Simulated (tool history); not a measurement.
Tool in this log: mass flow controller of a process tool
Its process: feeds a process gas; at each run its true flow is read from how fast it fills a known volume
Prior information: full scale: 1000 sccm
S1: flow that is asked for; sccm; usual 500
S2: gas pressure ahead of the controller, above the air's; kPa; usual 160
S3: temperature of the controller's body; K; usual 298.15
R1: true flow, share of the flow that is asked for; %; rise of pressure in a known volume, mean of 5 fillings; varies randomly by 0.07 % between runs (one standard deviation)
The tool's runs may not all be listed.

run 1 hour=0 | S1=500 S2=160 S3=298.15 | R1=99.08
run 2 hour=53.3 | S1=500 S2=160 S3=298.15 | R1=99.16
run 3 hour=102.1 | S1=500 S2=160 S3=298.15 | R1=99.14
run 4 hour=156.4 | S1=500 S2=160 S3=298.15 | R1=99.19
run 5 hour=191.4 | S1=227 S2=160 S3=298.15 | R1=98.85
run 6 hour=244.4 | S1=248 S2=160 S3=298.15 | R1=98.99
run 7 hour=278.6 | S1=500 S2=160 S3=300.15 | R1=99.6
run 8 hour=355 | S1=500 S2=160 S3=298.15 | R1=99.77
run 9 hour=429.8 | S1=500 S2=160 S3=312.15 | R1=99.48
run 10 hour=466.1 | S1=500 S2=160 S3=312.15 | R1=99.62
run 11 hour=522.1 | S1=500 S2=160 S3=312.15 | R1=99.83
run 12 hour=589.1 | S1=500 S2=252 S3=298.15 | R1=100.02
run 13 hour=656 | S1=500 S2=258 S3=298.15 | R1=100.17
-- hour=679.4 gauge calibrated
run 14 hour=716.5 | S1=500 S2=258 S3=298.15 | R1=98.99
run 15 hour=748.9 | S1=228 S2=141 S3=297.15 | R1=98.72
run 16 hour=794.9 | S1=228 S2=141 S3=297.15 | R1=98.71
run 17 hour=866.5 | S1=437 S2=261 S3=308.15 | R1=98.98
run 18 hour=938.2 | S1=689 S2=237 S3=308.15 | R1=99.62
run 19 hour=985.5 | S1=689 S2=255 S3=308.15 | R1=99.54
run 20 hour=1020.8 | S1=170 S2=227 S3=297.15 | R1=98.74
run 21 hour=1094.9 | S1=170 S2=227 S3=297.15 | R1=99.18
run 22 hour=1140.3 | S1=170 S2=169 S3=295.15 | R1=99.3
run 23 hour=1190.3 | S1=414 S2=241 S3=313.15 | R1=99.43
run 24 hour=1239.4 | S1=788 S2=241 S3=313.15 | R1=100.2
run 25 hour=1281.4 | S1=788 S2=241 S3=313.15 | R1=100.25
run 26 hour=1323.5 | S1=788 S2=241 S3=313.15 | R1=100.46
run 27 hour=1366.7 | S1=299 S2=142 S3=298.15 | R1=99.89
run 28 hour=1429 | S1=299 S2=142 S3=298.15 | R1=99.94

Subtracting, for every run, the result it would have given without the tool's unlogged condition from the measured result gives the following. The same run-to-run variation enters both numbers; the gauge's scatter may not:
Hidden conditions of the tool in this case: flow at rest that the sensor doesn't see, % of full scale; true flow over the shown one, %; drift of the gauge itself on true_pct, %.
run=1 R1=-0.01
run=2 R1=+0.09
run=3 R1=+0.19
run=4 R1=+0.29
run=5 R1=+0.36
run=6 R1=+0.45
run=7 R1=+0.52
run=8 R1=+0.67
run=9 R1=+0.81
run=10 R1=+0.88
run=11 R1=+0.99
run=12 R1=+1.11
run=13 R1=+1.25
run=14 R1=+0.07
run=15 R1=+0.12
run=16 R1=+0.2
run=17 R1=+0.35
run=18 R1=+0.49
run=19 R1=+0.58
run=20 R1=+0.63
run=21 R1=+0.78
run=22 R1=+0.86
run=23 R1=+0.96
run=24 R1=+1.06
run=25 R1=+1.15
run=26 R1=+1.22
run=27 R1=+1.29
run=28 R1=+1.41

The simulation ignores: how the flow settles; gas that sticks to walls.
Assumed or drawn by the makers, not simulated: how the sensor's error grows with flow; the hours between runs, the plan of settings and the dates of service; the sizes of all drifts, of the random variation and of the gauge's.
